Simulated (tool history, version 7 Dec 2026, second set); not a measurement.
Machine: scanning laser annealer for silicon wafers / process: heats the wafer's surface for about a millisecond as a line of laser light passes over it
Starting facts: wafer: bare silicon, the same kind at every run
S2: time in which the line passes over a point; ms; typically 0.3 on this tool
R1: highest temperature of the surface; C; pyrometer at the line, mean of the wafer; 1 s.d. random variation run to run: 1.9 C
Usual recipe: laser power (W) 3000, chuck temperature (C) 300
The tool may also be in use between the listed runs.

run 1 hour=0 | laser_power_(W)=3000 S2=0.3 chuck_temperature_(C)=300 | R1=1070
run 2 hour=11.3 | laser_power_(W)=3000 S2=0.3 chuck_temperature_(C)=336 | R1=1106
run 3 hour=23.3 | laser_power_(W)=3000 S2=0.3 chuck_temperature_(C)=336 | R1=1107
run 4 hour=38.6 | laser_power_(W)=3000 S2=0.3 chuck_temperature_(C)=300 | R1=1068
run 5 hour=54.5 | laser_power_(W)=3000 S2=0.3 chuck_temperature_(C)=300 | R1=1069
run 6 hour=62.9 | laser_power_(W)=3000 S2=0.3 chuck_temperature_(C)=300 | R1=1067
run 7 hour=73.9 | laser_power_(W)=3000 S2=0.3 chuck_temperature_(C)=300 | R1=1069
run 8 hour=89.9 | laser_power_(W)=3000 S2=0.3 chuck_temperature_(C)=300 | R1=1070
run 9 hour=103.2 | laser_power_(W)=2846 S2=0.3 chuck_temperature_(C)=300 | R1=1018
run 10 hour=110.5 | laser_power_(W)=3000 S2=0.3 chuck_temperature_(C)=297 | R1=1064
run 11 hour=119.4 | laser_power_(W)=3089 S2=0.3 chuck_temperature_(C)=297 | R1=1093
run 12 hour=134.8 | laser_power_(W)=3089 S2=0.3 chuck_temperature_(C)=297 | R1=1089
run 13 hour=148.9 | laser_power_(W)=2827 S2=0.3 chuck_temperature_(C)=300 | R1=1007
run 14 hour=161.8 | laser_power_(W)=2827 S2=0.362 chuck_temperature_(C)=300 | R1=1078
run 15 hour=178.5 | laser_power_(W)=2827 S2=0.362 chuck_temperature_(C)=300 | R1=1078
run 16 hour=190.8 | laser_power_(W)=2827 S2=0.362 chuck_temperature_(C)=300 | R1=1074
run 17 hour=204.4 | laser_power_(W)=2827 S2=0.362 chuck_temperature_(C)=300 | R1=1076
run 18 hour=221.2 | laser_power_(W)=2827 S2=0.362 chuck_temperature_(C)=300 | R1=1073
run 19 hour=230.5 | laser_power_(W)=2827 S2=0.362 chuck_temperature_(C)=300 | R1=1074
run 20 hour=246.6 | laser_power_(W)=3000 S2=0.242 chuck_temperature_(C)=300 | R1=983
run 21 hour=260 | laser_power_(W)=2556 S2=0.347 chuck_temperature_(C)=310 | R1=973
run 22 hour=273.3 | laser_power_(W)=2898 S2=0.246 chuck_temperature_(C)=318 | R1=977
run 23 hour=282.3 | laser_power_(W)=2898 S2=0.246 chuck_temperature_(C)=318 | R1=976
-- hour=285.9 window over the wafer cleaned
run 24 hour=293.7 | laser_power_(W)=2794 S2=0.339 chuck_temperature_(C)=300 | R1=1029
run 25 hour=300.6 | laser_power_(W)=2794 S2=0.339 chuck_temperature_(C)=300 | R1=1026
-- hour=313.8 window over the wafer cleaned, once more
run 26 hour=315.7 | laser_power_(W)=3095 S2=0.222 chuck_temperature_(C)=300 | R1=997
run 27 hour=327.4 | laser_power_(W)=2592 S2=0.3 chuck_temperature_(C)=325 | R1=966
run 28 hour=340.9 | laser_power_(W)=3073 S2=0.223 chuck_temperature_(C)=300 | R1=990
run 29 hour=348.3 | laser_power_(W)=2698 S2=0.353 chuck_temperature_(C)=264 | R1=993
run 30 hour=358.7 | laser_power_(W)=3000 S2=0.357 chuck_temperature_(C)=300 | R1=1143
run 31 hour=369.6 | laser_power_(W)=3167 S2=0.214 chuck_temperature_(C)=295 | R1=1000
run 32 hour=378.4 | laser_power_(W)=2595 S2=0.254 chuck_temperature_(C)=276 | R1=862
run 33 hour=389.8 | laser_power_(W)=2595 S2=0.254 chuck_temperature_(C)=276 | R1=866
run 34 hour=399 | laser_power_(W)=2595 S2=0.254 chuck_temperature_(C)=276 | R1=861
run 35 hour=406.3 | laser_power_(W)=2919 S2=0.356 chuck_temperature_(C)=317 | R1=1129
run 36 hour=420 | laser_power_(W)=3000 S2=0.26 chuck_temperature_(C)=280 | R1=997
run 37 hour=428.4 | laser_power_(W)=3000 S2=0.26 chuck_temperature_(C)=280 | R1=1000
run 38 hour=441.7 | laser_power_(W)=3000 S2=0.26 chuck_temperature_(C)=280 | R1=1002
run 39 hour=456.6 | laser_power_(W)=3000 S2=0.3 chuck_temperature_(C)=321 | R1=1090
run 40 hour=465.6 | laser_power_(W)=3000 S2=0.3 chuck_temperature_(C)=321 | R1=1099

4 ways to go on from here, each from the tool as it stands after run 40. What would each give?
run A hour=474.4 | laser_power_(W)=3000 S2=0.3 chuck_temperature_(C)=312 | R1=?
run B hour=474.4 | laser_power_(W)=2769 S2=0.362 chuck_temperature_(C)=336 | R1=?
run C hour=474.4 | laser_power_(W)=3000 S2=0.3 chuck_temperature_(C)=332 | R1=?
run D hour=474.4 | laser_power_(W)=2596 S2=0.239 chuck_temperature_(C)=262 | R1=?

run=A R1=1084
run=B R1=1096
run=C R1=1100
run=D R1=831
The same runs, with their run-to-run variation unchanged, on a tool lacking any hidden condition would have given:
run=A R1=1098
run=B R1=1111
run=C R1=1115
run=D R1=841
